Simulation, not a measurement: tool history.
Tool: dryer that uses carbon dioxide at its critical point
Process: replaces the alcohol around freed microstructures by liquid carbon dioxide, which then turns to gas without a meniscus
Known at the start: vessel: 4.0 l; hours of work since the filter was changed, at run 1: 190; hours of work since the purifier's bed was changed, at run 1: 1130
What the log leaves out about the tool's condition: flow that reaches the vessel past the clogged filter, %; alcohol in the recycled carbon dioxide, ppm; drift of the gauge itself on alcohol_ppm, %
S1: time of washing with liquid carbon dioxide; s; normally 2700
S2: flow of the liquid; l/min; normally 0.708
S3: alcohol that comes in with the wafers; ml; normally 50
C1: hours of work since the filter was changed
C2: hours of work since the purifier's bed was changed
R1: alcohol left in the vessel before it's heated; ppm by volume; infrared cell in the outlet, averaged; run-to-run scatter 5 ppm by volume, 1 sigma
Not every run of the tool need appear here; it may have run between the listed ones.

run   hour    S1     S2  S3   C1    C2   R1
  1      0  2700  0.708  50  190  1130  224
      47.4  -- purifier's bed changed
  2     59  2700  0.708  30  231     9   36
  3   86.7  2700  0.708  50  251    29   64
     115.9  -- inlet filter changed
  4  135.1  2700  0.708  50   14    64   33
  5  164.8  2700  0.708  50   36    86   40
  6  198.4  2700  0.708  50   61   111   60
  7  255.1  2700  0.708  50  103   152   68
  8  317.6  2700   0.78  50  149   198   54
  9    355  2700  0.831  50  176   226   61
 10  402.9  2700  0.831  50  212   261   65
 11  452.4  2700  0.831  50  248   298   70
     486.9  -- inlet filter changed
 12  512.3  2400  1.075  20   19   341   62
 13  573.8  2400  1.075  20   64   387   70
 14    619  3960  0.606  20   97   420   86
 15  665.3  3600  0.708  26  132   454   85
 16  713.7  3600  0.708  26  167   490   86
 17  758.4  3600  0.708  26  200   523   89
 18  817.7  2520  0.708  40  244   566  151
 19  849.3  3240   0.74  82  267   590  117

Alternative continuations, all from the tool just after run 19; predict every row:
     860.9  -- inlet filter changed
  A  895.7  3120   0.74  82  26  623   ?
     860.9  -- inlet filter changed
  B  895.7  1800  0.711  98  26  623   ?
     860.9  -- inlet filter changed
  C  895.7  3660  0.708  50  26  623   ?
     860.9  -- inlet filter changed
  D  895.7  3240  0.749  54  26  623   ?

run   R1
  A  114
  B  486
  C  107
  D  117
The same runs, with their run-to-run variation unchanged, on a tool lacking any hidden condition would have given:
run   R1
  A   13
  B  360
  C    5
  D   15
